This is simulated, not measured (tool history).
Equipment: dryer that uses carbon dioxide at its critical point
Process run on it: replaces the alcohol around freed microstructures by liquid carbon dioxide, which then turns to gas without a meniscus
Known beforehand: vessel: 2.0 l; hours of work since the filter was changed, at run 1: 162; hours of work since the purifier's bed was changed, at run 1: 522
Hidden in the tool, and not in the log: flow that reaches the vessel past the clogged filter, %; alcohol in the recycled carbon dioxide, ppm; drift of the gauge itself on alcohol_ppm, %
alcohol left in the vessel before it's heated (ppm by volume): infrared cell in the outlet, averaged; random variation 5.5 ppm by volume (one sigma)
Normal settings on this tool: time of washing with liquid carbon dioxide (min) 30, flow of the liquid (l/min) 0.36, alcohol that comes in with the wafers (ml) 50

run,hour,time of washing with liquid carbon dioxide (min),flow of the liquid (l/min),alcohol that comes in with the wafers (ml),hours of work since the filter was changed,hours of work since the purifier's bed was changed,alcohol left in the vessel before it's heated (ppm by volume)
1,0,30,0.36,50,162,522,427
2,38.9,30,0.36,50,190,551,436
3,69.3,30,0.36,50,212,573,440
4,92.1,30,0.36,50,229,589,469
5,123.1,30,0.36,50,252,612,475
6,147,30,0.36,30,269,629,403
# hour 164.4: purifier's bed changed
7,174.3,30,0.36,30,287,7,135
8,197.7,30,0.36,50,304,24,244
9,237.1,30,0.36,50,332,53,267
10,271.8,30,0.36,50,358,78,276
11,294.9,30,0.36,50,374,95,295
12,321.5,25,0.36,50,394,114,597
13,340.1,47,0.36,50,407,128,78
14,373.9,47,0.36,50,432,153,88
15,410.9,47,0.36,50,459,180,87
16,429,47,0.36,50,472,193,102
# hour 446.8: inlet filter changed
17,456.7,47,0.36,50,7,212,102
18,472.6,47,0.36,50,19,224,104
19,507.3,47,0.36,50,44,249,114
20,545.7,47,0.36,50,72,277,124
21,564.7,30,0.36,50,86,291,294
22,589.1,30,0.365,50,104,309,292
23,607,38,0.365,50,117,322,175
24,636.4,23,0.264,33,138,343,1168
25,654.4,28,0.407,120,151,356,496
26,690.8,28,0.407,120,178,383,511
27,713.8,28,0.407,120,194,399,528
28,732.1,28,0.407,120,208,413,527
29,748.1,32,0.575,77,219,424,194
30,764.6,33,0.36,99,231,436,434
31,794.1,33,0.36,99,253,458,446
32,825.4,29,0.36,73,276,481,561
33,853.4,29,0.336,35,296,501,455
34,889.9,29,0.336,35,323,528,467
35,916.7,29,0.336,35,342,547,477
36,935.7,21,0.232,61,356,561,3927
37,957.7,45,0.459,34,372,577,246
38,988.9,34,0.422,42,395,600,295
39,1009.5,30,0.36,22,410,615,353
40,1042.8,30,0.36,22,434,639,392
# hour 1048.6: purifier's bed changed
41,1084.9,35,0.221,22,462,26,436

Here are 4 independent what-if runs from the current tool condition. What would each one return?
# hour 1114.1: inlet filter changed
A,1120.8,45,0.36,50,5,52,?
# hour 1114.1: inlet filter changed
B,1120.8,20,0.427,22,5,52,?
# hour 1114.1: inlet filter changed
C,1120.8,28,0.271,52,5,52,?
# hour 1114.1: inlet filter changed
D,1120.8,30,0.319,34,5,52,?

run,alcohol left in the vessel before it's heated (ppm by volume)
A,44
B,235
C,749
D,216
Take away the tool's hidden state, keep each run's random variation, and the runs would have read:
run,alcohol left in the vessel before it's heated (ppm by volume)
A,21
B,211
C,721
D,191
